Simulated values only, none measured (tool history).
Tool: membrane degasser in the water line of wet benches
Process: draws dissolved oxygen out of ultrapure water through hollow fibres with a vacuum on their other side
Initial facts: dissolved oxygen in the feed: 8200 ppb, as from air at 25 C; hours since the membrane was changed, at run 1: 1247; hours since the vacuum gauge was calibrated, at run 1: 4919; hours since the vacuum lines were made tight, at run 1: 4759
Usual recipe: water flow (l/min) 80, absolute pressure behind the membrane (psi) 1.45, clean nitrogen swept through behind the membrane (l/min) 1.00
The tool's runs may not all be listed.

| run | hour | water flow (l/min) | absolute pressure behind the membrane (psi) | clean nitrogen swept through behind the membrane (l/min) | hours since the membrane was changed | hours since the vacuum gauge was calibrated | hours since the vacuum lines were made tight | dissolved oxygen in the water behind the degasser (ppb) | pressure that the water loses in the fibres (psi) |
|---|---|---|---|---|---|---|---|---|---|
| 1 | 0.0 | 80 | 1.45 | 1.00 | 1247 | 4919 | 4759 | 901.8 | 6.849 |
| 2 | 27.4 | 80 | 1.45 | 1.00 | 1274 | 4947 | 4786 | 900.5 | 6.789 |
| 3 | 55.7 | 80 | 1.45 | 1.00 | 1303 | 4975 | 4814 | 904.1 | 6.779 |
| 4 | 97.6 | 80 | 1.45 | 1.00 | 1345 | 5017 | 4856 | 902.2 | 6.782 |
| 5 | 122.7 | 80 | 1.45 | 0.91 | 1370 | 5042 | 4881 | 948.6 | 6.802 |
| 6 | 177.2 | 80 | 1.45 | 0.91 | 1424 | 5097 | 4936 | 954.3 | 6.834 |
| 7 | 208.7 | 122 | 1.20 | 1.76 | 1456 | 5128 | 4967 | 694.7 | 10.309 |

Run 8, settings as shown, results not yet in. Your forecast:
| 8 | 239.0 | 58 | 1.26 | 2.93 | 1486 | 5158 | 4998 | ? | ? |

dissolved oxygen in the water behind the degasser (ppb): 267.5
pressure that the water loses in the fibres (psi): 4.939
Had the tool carried no hidden state, the very same run would have given dissolved oxygen in the water behind the degasser (ppb) 254.6, pressure that the water loses in the fibres (psi) 4.854.
